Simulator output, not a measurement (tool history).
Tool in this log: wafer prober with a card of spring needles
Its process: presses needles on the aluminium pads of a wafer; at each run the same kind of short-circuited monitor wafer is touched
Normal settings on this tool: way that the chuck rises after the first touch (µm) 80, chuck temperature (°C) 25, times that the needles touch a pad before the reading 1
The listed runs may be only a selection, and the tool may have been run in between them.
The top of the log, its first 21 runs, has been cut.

run	hour	way that the chuck rises after the first touch (µm)	chuck temperature (°C)	times that the needles touch a pad before the reading	touches since the tips were cleaned	cleanings since the card got new needles	touches since the first contact's height was set	resistance of one needle with its contact and lead (mohm)	way that a needle slides on the pad (µm)
# hour 323.2: tips cleaned on abrasive film
22	329.4	80	25	3	2441	19	136603	103	12.01
# hour 340.7: tips cleaned on abrasive film
23	341	70	27	2	127	20	141158	108	10.53
# hour 358.3: tips cleaned on abrasive film
24	359.8	90	76	1	624	21	148556	114	13.52
# hour 363.4: height of the first contact set anew
# hour 376.2: tips cleaned on abrasive film
25	376.2	76	98	1	0	22	5026	118	11.4
26	391	76	98	1	5828	22	10854	119	11.43
# hour 394.1: tips cleaned on abrasive film
27	403.4	80	26	1	3653	23	15698	108	12.01
# hour 411.9: tips cleaned on abrasive film
28	418.7	80	26	1	2694	24	21711	107	12.01
# hour 431.1: tips cleaned on abrasive film
29	433.9	62	25	1	1103	25	27675	112	9.32
# hour 448.6: tips cleaned on abrasive film
30	448.6	62	25	1	0	26	33449	110	9.31
# hour 466.5: tips cleaned on abrasive film
31	468.3	80	25	1	700	27	41182	106	12.01
# hour 484.7: tips cleaned on abrasive film
32	484.7	97	58	3	0	28	47617	106	14.58

Run 33 has not been measured yet. What should we expect?
33	497.6	97	58	3	5122	28	52739	?	?

Run 33 came out at resistance of one needle with its contact and lead (mohm) 109, way that a needle slides on the pad (µm) 14.56.
With the hidden condition absent and the run-to-run variation left alone, this run would have shown resistance of one needle with its contact and lead (mohm) 109, way that a needle slides on the pad (µm) 14.56.
